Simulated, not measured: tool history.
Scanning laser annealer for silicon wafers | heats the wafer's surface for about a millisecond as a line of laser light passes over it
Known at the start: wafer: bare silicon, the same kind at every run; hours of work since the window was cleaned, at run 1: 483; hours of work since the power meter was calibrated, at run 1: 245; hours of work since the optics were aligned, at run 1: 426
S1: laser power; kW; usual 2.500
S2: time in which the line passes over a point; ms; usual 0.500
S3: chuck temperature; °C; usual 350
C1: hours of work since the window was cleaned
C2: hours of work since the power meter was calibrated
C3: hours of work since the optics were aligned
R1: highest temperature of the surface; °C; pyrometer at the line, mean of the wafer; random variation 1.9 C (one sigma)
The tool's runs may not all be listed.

run	day	S1	S2	S3	C1	C2	C3	R1
1	0.000	2.500	0.500	350	483	245	426	1097
2	0.592	2.500	0.500	350	494	256	436	1098
3	1.300	2.500	0.500	350	507	269	450	1096
4	1.717	2.500	0.500	350	514	277	457	1095
5	2.438	2.500	0.500	350	528	290	471	1094
6	3.000	2.500	0.500	350	538	301	481	1099
7	3.517	2.605	0.412	352	548	310	490	1065
8	3.888	2.684	0.431	352	555	317	497	1104
9	4.508	2.740	0.431	371	566	329	509	1132
10	5.229	2.740	0.431	371	579	342	522	1131
11	5.554	2.420	0.500	350	585	348	528	1066
12	6.233	2.264	0.521	350	598	361	541	1033

4 ways to go on from here, each from the tool as it stands after run 12. What would each give?
A	6.633	2.500	0.463	350	605	368	548	?
B	6.633	2.639	0.500	350	605	368	548	?
C	6.633	2.308	0.521	350	605	368	548	?
D	6.633	2.264	0.357	385	605	368	548	?

run	R1
A	1066
B	1128
C	1047
D	960
Without the tool's hidden state the same runs would have given:
run	R1
A	1105
B	1170
C	1085
D	991

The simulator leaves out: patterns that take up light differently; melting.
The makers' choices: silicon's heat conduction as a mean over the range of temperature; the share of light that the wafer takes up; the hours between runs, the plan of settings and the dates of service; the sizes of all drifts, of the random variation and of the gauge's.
